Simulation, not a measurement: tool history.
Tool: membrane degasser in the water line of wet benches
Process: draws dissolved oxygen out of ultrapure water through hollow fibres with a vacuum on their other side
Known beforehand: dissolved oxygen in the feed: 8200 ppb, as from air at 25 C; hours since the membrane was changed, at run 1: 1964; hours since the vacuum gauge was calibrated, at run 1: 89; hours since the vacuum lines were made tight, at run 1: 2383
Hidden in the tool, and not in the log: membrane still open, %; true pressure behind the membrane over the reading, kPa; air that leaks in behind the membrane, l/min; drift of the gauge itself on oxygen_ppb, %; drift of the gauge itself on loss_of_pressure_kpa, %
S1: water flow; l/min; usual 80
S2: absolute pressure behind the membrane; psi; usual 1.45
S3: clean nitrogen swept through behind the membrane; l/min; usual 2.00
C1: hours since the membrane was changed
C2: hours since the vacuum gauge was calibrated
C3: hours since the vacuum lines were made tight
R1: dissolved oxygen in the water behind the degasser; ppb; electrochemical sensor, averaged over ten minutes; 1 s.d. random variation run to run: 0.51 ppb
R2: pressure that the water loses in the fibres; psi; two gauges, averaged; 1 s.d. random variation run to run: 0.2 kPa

run 1 hour=0.0 | S1=80 S2=1.45 S3=2.00 | C1=1964 C2=89 C3=2383 | R1=521.4 R2=6.266
run 2 hour=111.3 | S1=80 S2=1.45 S3=2.00 | C1=2075 C2=201 C3=2494 | R1=521.2 R2=6.240
run 3 hour=208.8 | S1=80 S2=1.45 S3=2.00 | C1=2172 C2=298 C3=2592 | R1=522.1 R2=6.299
run 4 hour=281.0 | S1=80 S2=1.45 S3=2.00 | C1=2245 C2=370 C3=2664 | R1=522.4 R2=6.283
run 5 hour=422.3 | S1=80 S2=1.45 S3=2.00 | C1=2386 C2=512 C3=2805 | R1=523.2 R2=6.261
run 6 hour=568.9 | S1=80 S2=1.45 S3=2.00 | C1=2533 C2=658 C3=2952 | R1=522.8 R2=6.357
run 7 hour=656.0 | S1=80 S2=1.45 S3=2.00 | C1=2620 C2=745 C3=3039 | R1=522.3 R2=6.327
run 8 hour=793.6 | S1=80 S2=1.45 S3=2.00 | C1=2757 C2=883 C3=3176 | R1=523.0 R2=6.274
run 9 hour=910.0 | S1=80 S2=1.45 S3=2.00 | C1=2874 C2=999 C3=3293 | R1=523.1 R2=6.329
run 10 hour=992.0 | S1=90 S2=1.45 S3=2.00 | C1=2956 C2=1081 C3=3375 | R1=575.3 R2=7.075
run 11 hour=1095.4 | S1=90 S2=1.45 S3=2.00 | C1=3059 C2=1185 C3=3478 | R1=575.2 R2=7.108
run 12 hour=1178.5 | S1=80 S2=1.45 S3=5.83 | C1=3142 C2=1268 C3=3561 | R1=215.4 R2=6.306
run 13 hour=1278.0 | S1=80 S2=1.45 S3=2.00 | C1=3242 C2=1367 C3=3661 | R1=525.7 R2=6.372
run 14 hour=1408.3 | S1=80 S2=1.45 S3=2.00 | C1=3372 C2=1498 C3=3791 | R1=524.8 R2=6.342
run 15 hour=1500.2 | S1=80 S2=1.45 S3=5.61 | C1=3464 C2=1589 C3=3883 | R1=223.7 R2=6.274
run 16 hour=1641.5 | S1=80 S2=1.22 S3=2.00 | C1=3605 C2=1731 C3=4024 | R1=408.9 R2=6.350
run 17 hour=1728.6 | S1=77 S2=1.25 S3=2.00 | C1=3692 C2=1818 C3=4111 | R1=411.8 R2=6.096
-- hour=1743.6 vacuum gauge calibrated
run 18 hour=1879.5 | S1=102 S2=1.45 S3=1.70 | C1=3843 C2=136 C3=4262 | R1=713.8 R2=8.079
run 19 hour=1965.9 | S1=55 S2=2.22 S3=2.00 | C1=3929 C2=222 C3=4348 | R1=671.1 R2=4.308
run 20 hour=2061.6 | S1=55 S2=2.22 S3=2.00 | C1=4025 C2=318 C3=4444 | R1=672.2 R2=4.361
run 21 hour=2169.7 | S1=75 S2=2.26 S3=3.75 | C1=4133 C2=426 C3=4552 | R1=529.9 R2=6.003
-- hour=2250.3 vacuum gauge calibrated, once more
run 22 hour=2288.9 | S1=80 S2=1.83 S3=2.00 | C1=4251 C2=39 C3=4671 | R1=704.6 R2=6.364
run 23 hour=2433.4 | S1=80 S2=1.83 S3=2.00 | C1=4396 C2=183 C3=4815 | R1=704.4 R2=6.390
run 24 hour=2563.5 | S1=59 S2=1.32 S3=2.00 | C1=4526 C2=313 C3=4945 | R1=357.3 R2=4.705
run 25 hour=2660.7 | S1=126 S2=1.45 S3=2.00 | C1=4623 C2=410 C3=5042 | R1=742.8 R2=10.074
run 26 hour=2776.6 | S1=118 S2=1.45 S3=4.11 | C1=4739 C2=526 C3=5158 | R1=417.3 R2=9.454
run 27 hour=2855.1 | S1=118 S2=1.45 S3=4.11 | C1=4818 C2=605 C3=5237 | R1=417.2 R2=9.436
run 28 hour=3004.0 | S1=118 S2=3.39 S3=4.11 | C1=4967 C2=754 C3=5386 | R1=1109.9 R2=9.446
run 29 hour=3110.6 | S1=118 S2=3.39 S3=4.11 | C1=5073 C2=860 C3=5492 | R1=1110.0 R2=9.426
run 30 hour=3182.9 | S1=68 S2=0.94 S3=2.00 | C1=5145 C2=933 C3=5565 | R1=230.8 R2=5.455
run 31 hour=3268.5 | S1=68 S2=0.94 S3=2.00 | C1=5231 C2=1018 C3=5650 | R1=231.0 R2=5.453
run 32 hour=3358.2 | S1=68 S2=0.94 S3=2.00 | C1=5321 C2=1108 C3=5740 | R1=231.2 R2=5.452

Each row is a separate what-if for the run after 32, all from the same tool condition, not one after another. Results?
run A hour=3493.1 | S1=96 S2=3.51 S3=3.95 | C1=5456 C2=1243 C3=5875 | R1=? R2=?
run B hour=3493.1 | S1=89 S2=2.10 S3=2.00 | C1=5456 C2=1243 C3=5875 | R1=? R2=?
run C hour=3493.1 | S1=100 S2=1.45 S3=2.00 | C1=5456 C2=1243 C3=5875 | R1=? R2=?

run=A R1=1004.1 R2=7.696
run=B R1=906.8 R2=7.110
run=C R1=623.0 R2=8.019
With the hidden condition removed and each run's random variation left untouched, the same runs would have given:
run=A R1=997.4 R2=7.374
run=B R1=901.5 R2=6.811
run=C R1=616.7 R2=7.683
